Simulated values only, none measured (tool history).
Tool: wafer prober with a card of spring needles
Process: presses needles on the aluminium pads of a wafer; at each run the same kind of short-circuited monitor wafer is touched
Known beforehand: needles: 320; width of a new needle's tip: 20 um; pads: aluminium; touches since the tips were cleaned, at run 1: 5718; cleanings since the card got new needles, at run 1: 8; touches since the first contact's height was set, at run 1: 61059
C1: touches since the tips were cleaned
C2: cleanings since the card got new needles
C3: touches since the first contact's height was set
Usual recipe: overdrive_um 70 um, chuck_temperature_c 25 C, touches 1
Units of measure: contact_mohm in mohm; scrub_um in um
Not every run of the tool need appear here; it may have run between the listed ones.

run 1 hour=0.0 | overdrive_um=70 chuck_temperature_c=25 touches=1 | C1=5718 C2=8 C3=61059 | contact_mohm=250 scrub_um=17.98
-- hour=4.3 tips cleaned on abrasive film
-- hour=25.6 tips cleaned on abrasive film
-- hour=46.7 tips cleaned on abrasive film
run 2 hour=52.2 | overdrive_um=70 chuck_temperature_c=25 touches=1 | C1=1836 C2=11 C3=78612 | contact_mohm=259 scrub_um=18.00
-- hour=64.7 tips cleaned on abrasive film
-- hour=81.8 tips cleaned on abrasive film
-- hour=103.0 tips cleaned on abrasive film
-- hour=124.3 tips cleaned on abrasive film
run 3 hour=124.3 | overdrive_um=83 chuck_temperature_c=25 touches=1 | C1=2 C2=15 C3=102876 | contact_mohm=256 scrub_um=21.26
-- hour=132.3 height of the first contact set anew
-- hour=145.0 tips cleaned on abrasive film
-- hour=162.1 tips cleaned on abrasive film
-- hour=183.3 tips cleaned on abrasive film
-- hour=201.7 tips cleaned on abrasive film
run 4 hour=201.7 | overdrive_um=70 chuck_temperature_c=25 touches=1 | C1=0 C2=19 C3=23371 | contact_mohm=255 scrub_um=17.93
-- hour=221.6 tips cleaned on abrasive film
run 5 hour=236.5 | overdrive_um=70 chuck_temperature_c=25 touches=1 | C1=5033 C2=20 C3=35107 | contact_mohm=252 scrub_um=17.96
-- hour=240.8 tips cleaned on abrasive film
-- hour=261.3 tips cleaned on abrasive film
-- hour=281.8 tips cleaned on abrasive film
-- hour=301.9 tips cleaned on abrasive film
run 6 hour=308.8 | overdrive_um=70 chuck_temperature_c=25 touches=1 | C1=2344 C2=24 C3=59433 | contact_mohm=252 scrub_um=17.88
-- hour=320.8 tips cleaned on abrasive film
-- hour=337.8 tips cleaned on abrasive film
run 7 hour=347.7 | overdrive_um=70 chuck_temperature_c=25 touches=1 | C1=3338 C2=26 C3=72520 | contact_mohm=252 scrub_um=17.90
-- hour=356.2 tips cleaned on abrasive film
-- hour=375.8 tips cleaned on abrasive film
-- hour=395.9 tips cleaned on abrasive film
run 8 hour=397.5 | overdrive_um=70 chuck_temperature_c=25 touches=1 | C1=541 C2=29 C3=89294 | contact_mohm=257 scrub_um=18.03
-- hour=414.1 tips cleaned on abrasive film
-- hour=435.4 tips cleaned on abrasive film
-- hour=447.5 height of the first contact set anew
-- hour=456.0 tips cleaned on abrasive film
-- hour=475.9 tips cleaned on abrasive film
run 9 hour=475.9 | overdrive_um=70 chuck_temperature_c=25 touches=1 | C1=0 C2=33 C3=9551 | contact_mohm=256 scrub_um=18.04
-- hour=497.1 tips cleaned on abrasive film
-- hour=517.2 tips cleaned on abrasive film
run 10 hour=531.9 | overdrive_um=70 chuck_temperature_c=89 touches=1 | C1=4980 C2=35 C3=28442 | contact_mohm=278 scrub_um=17.97
-- hour=536.2 tips cleaned on abrasive film
-- hour=553.3 tips cleaned on abrasive film
-- hour=572.7 tips cleaned on abrasive film
-- hour=589.7 tips cleaned on abrasive film
run 11 hour=594.6 | overdrive_um=70 chuck_temperature_c=89 touches=1 | C1=1630 C2=39 C3=49503 | contact_mohm=270 scrub_um=18.03
-- hour=607.3 tips cleaned on abrasive film
-- hour=628.5 tips cleaned on abrasive film
-- hour=649.0 tips cleaned on abrasive film
run 12 hour=654.4 | overdrive_um=70 chuck_temperature_c=25 touches=1 | C1=1830 C2=42 C3=69649 | contact_mohm=253 scrub_um=17.96
-- hour=667.2 tips cleaned on abrasive film
-- hour=688.4 tips cleaned on abrasive film
run 13 hour=690.3 | overdrive_um=68 chuck_temperature_c=25 touches=1 | C1=626 C2=44 C3=81731 | contact_mohm=255 scrub_um=17.52
-- hour=707.3 tips cleaned on abrasive film
-- hour=727.6 tips cleaned on abrasive film
-- hour=748.3 tips cleaned on abrasive film
-- hour=761.3 height of the first contact set anew
run 14 hour=763.7 | overdrive_um=70 chuck_temperature_c=25 touches=1 | C1=5106 C2=47 C3=811 | contact_mohm=259 scrub_um=18.12
-- hour=768.0 tips cleaned on abrasive film
-- hour=789.2 tips cleaned on abrasive film
-- hour=807.8 tips cleaned on abrasive film
run 15 hour=807.8 | overdrive_um=70 chuck_temperature_c=78 touches=2 | C1=0 C2=50 C3=15641 | contact_mohm=272 scrub_um=18.12
-- hour=827.5 tips cleaned on abrasive film
-- hour=848.1 tips cleaned on abrasive film
-- hour=868.8 tips cleaned on abrasive film
-- hour=886.0 tips cleaned on abrasive film
run 16 hour=886.0 | overdrive_um=70 chuck_temperature_c=57 touches=2 | C1=0 C2=54 C3=41979 | contact_mohm=266 scrub_um=18.23
-- hour=906.4 tips cleaned on abrasive film
-- hour=926.0 tips cleaned on abrasive film
run 17 hour=932.6 | overdrive_um=74 chuck_temperature_c=35 touches=1 | C1=2238 C2=56 C3=57692 | contact_mohm=257 scrub_um=19.24
-- hour=945.4 tips cleaned on abrasive film
-- hour=966.7 tips cleaned on abrasive film
-- hour=987.9 tips cleaned on abrasive film
-- hour=1008.5 tips cleaned on abrasive film
run 18 hour=1009.8 | overdrive_um=74 chuck_temperature_c=35 touches=1 | C1=471 C2=60 C3=83679 | contact_mohm=262 scrub_um=19.31
-- hour=1025.7 tips cleaned on abrasive film
-- hour=1046.0 tips cleaned on abrasive film
-- hour=1063.5 tips cleaned on abrasive film
run 19 hour=1063.5 | overdrive_um=65 chuck_temperature_c=113 touches=2 | C1=0 C2=63 C3=101747 | contact_mohm=278 scrub_um=16.78
-- hour=1076.5 height of the first contact set anew
-- hour=1084.4 tips cleaned on abrasive film
-- hour=1104.8 tips cleaned on abrasive film
run 20 hour=1121.5 | overdrive_um=65 chuck_temperature_c=113 touches=2 | C1=5651 C2=65 C3=15133 | contact_mohm=281 scrub_um=16.90
-- hour=1125.7 gauge calibrated
-- hour=1125.8 tips cleaned on abrasive film
-- hour=1146.4 tips cleaned on abrasive film
run 21 hour=1160.7 | overdrive_um=85 chuck_temperature_c=113 touches=1 | C1=4822 C2=67 C3=28327 | contact_mohm=277 scrub_um=21.64
-- hour=1165.0 tips cleaned on abrasive film
-- hour=1182.0 tips cleaned on abrasive film
-- hour=1202.6 tips cleaned on abrasive film
run 22 hour=1218.5 | overdrive_um=53 chuck_temperature_c=51 touches=1 | C1=5386 C2=70 C3=47804 | contact_mohm=272 scrub_um=13.48
-- hour=1222.8 tips cleaned on abrasive film
-- hour=1243.5 tips cleaned on abrasive film
run 23 hour=1257.0 | overdrive_um=53 chuck_temperature_c=51 touches=1 | C1=4543 C2=72 C3=60750 | contact_mohm=272 scrub_um=13.60
-- hour=1260.8 tips cleaned on abrasive film
-- hour=1281.6 tips cleaned on abrasive film
run 24 hour=1295.2 | overdrive_um=53 chuck_temperature_c=51 touches=1 | C1=4588 C2=74 C3=73615 | contact_mohm=276 scrub_um=13.64
-- hour=1299.5 tips cleaned on abrasive film
-- hour=1320.6 tips cleaned on abrasive film
-- hour=1340.5 tips cleaned on abrasive film
-- hour=1357.5 tips cleaned on abrasive film
run 25 hour=1358.1 | overdrive_um=73 chuck_temperature_c=53 touches=1 | C1=199 C2=78 C3=94773 | contact_mohm=259 scrub_um=18.72
-- hour=1374.9 tips cleaned on abrasive film
-- hour=1392.2 height of the first contact set anew
-- hour=1396.5 tips cleaned on abrasive film
run 26 hour=1401.9 | overdrive_um=61 chuck_temperature_c=101 touches=2 | C1=1836 C2=80 C3=3269 | contact_mohm=280 scrub_um=15.71
-- hour=1414.7 tips cleaned on abrasive film
-- hour=1435.5 tips cleaned on abrasive film
-- hour=1456.7 tips cleaned on abrasive film
run 27 hour=1456.9 | overdrive_um=81 chuck_temperature_c=39 touches=2 | C1=50 C2=83 C3=21763 | contact_mohm=251 scrub_um=20.85
-- hour=1473.9 tips cleaned on abrasive film
-- hour=1494.7 tips cleaned on abrasive film
-- hour=1515.1 tips cleaned on abrasive film
run 28 hour=1518.4 | overdrive_um=57 chuck_temperature_c=62 touches=1 | C1=1112 C2=86 C3=42480 | contact_mohm=271 scrub_um=14.61

Branching from run 28: 3 alternative next runs. What would each branch give?
-- hour=1535.4 tips cleaned on abrasive film
-- hour=1555.3 tips cleaned on abrasive film
-- hour=1576.4 tips cleaned on abrasive film
run A hour=1577.2 | overdrive_um=69 chuck_temperature_c=25 touches=1 | C1=285 C2=89 C3=62276 | contact_mohm=? scrub_um=?
-- hour=1535.4 tips cleaned on abrasive film
-- hour=1555.3 tips cleaned on abrasive film
-- hour=1576.4 tips cleaned on abrasive film
run B hour=1577.2 | overdrive_um=54 chuck_temperature_c=119 touches=1 | C1=285 C2=89 C3=62276 | contact_mohm=? scrub_um=?
-- hour=1535.4 tips cleaned on abrasive film
-- hour=1555.3 tips cleaned on abrasive film
-- hour=1576.4 tips cleaned on abrasive film
run C hour=1577.2 | overdrive_um=64 chuck_temperature_c=70 touches=1 | C1=285 C2=89 C3=62276 | contact_mohm=? scrub_um=?

run=A contact_mohm=254 scrub_um=17.73
run=B contact_mohm=297 scrub_um=13.93
run=C contact_mohm=271 scrub_um=16.52
Had the tool no hidden state, the same runs would have come out as:
run=A contact_mohm=253 scrub_um=17.58
run=B contact_mohm=296 scrub_um=13.81
run=C contact_mohm=271 scrub_um=16.39
